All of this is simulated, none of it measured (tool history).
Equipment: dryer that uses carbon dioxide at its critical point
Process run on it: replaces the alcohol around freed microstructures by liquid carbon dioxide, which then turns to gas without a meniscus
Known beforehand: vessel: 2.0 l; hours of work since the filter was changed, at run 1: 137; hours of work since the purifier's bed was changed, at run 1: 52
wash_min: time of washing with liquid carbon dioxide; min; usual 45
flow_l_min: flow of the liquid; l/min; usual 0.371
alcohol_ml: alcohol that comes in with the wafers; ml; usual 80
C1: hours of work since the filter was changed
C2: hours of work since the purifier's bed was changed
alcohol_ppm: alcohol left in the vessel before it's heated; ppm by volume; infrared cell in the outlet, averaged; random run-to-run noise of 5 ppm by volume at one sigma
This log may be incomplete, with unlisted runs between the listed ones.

Run 1, day 0.000: usual settings; C1 137; C2 52. Result: alcohol_ppm 77 ppm by volume.
Run 2, day 0.567: usual settings; C1 146; C2 61. Result: alcohol_ppm 99 ppm by volume.
Run 3, day 0.858: usual settings; C1 151; C2 66. Result: alcohol_ppm 85 ppm by volume.
Run 4, day 1.396: usual settings but alcohol_ml 58 ml; C1 160; C2 75. Result: alcohol_ppm 76 ppm by volume.
Run 5, day 1.692: usual settings; C1 165; C2 80. Result: alcohol_ppm 96 ppm by volume.
Run 6, day 2.071: usual settings; C1 172; C2 87. Result: alcohol_ppm 99 ppm by volume.
Run 7, day 2.646: usual settings but wash_min 65 min; C1 182; C2 97. Result: alcohol_ppm 16 ppm by volume.
Run 8, day 2.921: usual settings but wash_min 62 min; C1 186; C2 101. Result: alcohol_ppm 20 ppm by volume.
Run 9, day 3.350: usual settings but wash_min 51 min; C1 194; C2 109. Result: alcohol_ppm 62 ppm by volume.
Run 10, day 3.825: usual settings but wash_min 51 min; C1 202; C2 117. Result: alcohol_ppm 55 ppm by volume.
At day 4.238: inlet filter changed.
Run 11, day 4.404: usual settings but alcohol_ml 97 ml; C1 3; C2 126. Result: alcohol_ppm 58 ppm by volume.
Run 12, day 4.958: usual settings but alcohol_ml 97 ml; C1 12; C2 136. Result: alcohol_ppm 56 ppm by volume.
Run 13, day 5.283: usual settings but alcohol_ml 97 ml; C1 18; C2 141. Result: alcohol_ppm 54 ppm by volume.
Run 14, day 5.558: usual settings; C1 23; C2 146. Result: alcohol_ppm 49 ppm by volume.
Run 15, day 5.808: usual settings but wash_min 37 min, alcohol_ml 114 ml; C1 27; C2 150. Result: alcohol_ppm 191 ppm by volume.
Run 16, day 6.354: usual settings but alcohol_ml 22 ml; C1 36; C2 159. Result: alcohol_ppm 25 ppm by volume.
Run 17, day 6.754: usual settings but wash_min 58 min, flow_l_min 0.260 l/min, alcohol_ml 101 ml; C1 43; C2 166. Result: alcohol_ppm 106 ppm by volume.
Run 18, day 7.029: usual settings but wash_min 28 min, flow_l_min 0.526 l/min; C1 48; C2 171. Result: alcohol_ppm 102 ppm by volume.
Run 19, day 7.375: usual settings but wash_min 57 min; C1 54; C2 177. Result: alcohol_ppm 25 ppm by volume.
Run 20, day 7.904: usual settings but wash_min 29 min, alcohol_ml 67 ml; C1 63; C2 186. Result: alcohol_ppm 448 ppm by volume.
Run 21, day 8.421: usual settings but wash_min 47 min; C1 71; C2 195. Result: alcohol_ppm 52 ppm by volume.
Run 22, day 8.754: usual settings but wash_min 47 min; C1 77; C2 200. Result: alcohol_ppm 50 ppm by volume.
Run 23, day 9.125: usual settings but wash_min 47 min; C1 83; C2 207. Result: alcohol_ppm 54 ppm by volume.
Run 24, day 9.721: usual settings but wash_min 56 min, flow_l_min 0.235 l/min, alcohol_ml 112 ml; C1 94; C2 217. Result: alcohol_ppm 323 ppm by volume.
Run 25, day 10.025: usual settings but wash_min 56 min, flow_l_min 0.235 l/min, alcohol_ml 112 ml; C1 99; C2 222. Result: alcohol_ppm 322 ppm by volume.
Run 26, day 10.333: usual settings but wash_min 62 min, flow_l_min 0.586 l/min, alcohol_ml 54 ml; C1 104; C2 227. Result: alcohol_ppm 18 ppm by volume.
Run 27, day 10.900: usual settings but wash_min 44 min, flow_l_min 0.621 l/min, alcohol_ml 93 ml; C1 114; C2 237. Result: alcohol_ppm 14 ppm by volume.

Describe how what the log doesn't record of the tool's condition differs between the last listed run preceding each entry between runs and the first listed run following it.
From run 10 to run 11: inlet filter changed (day 4.238)
  flow that reaches the vessel past the clogged filter, %: 82.7 -> 99.7; alcohol in the recycled carbon dioxide, ppm: 10.9 -> 11.3
  what was measured, less what the result would be without the hidden state, alcohol_ppm: +44 -> +7 ppm by volume
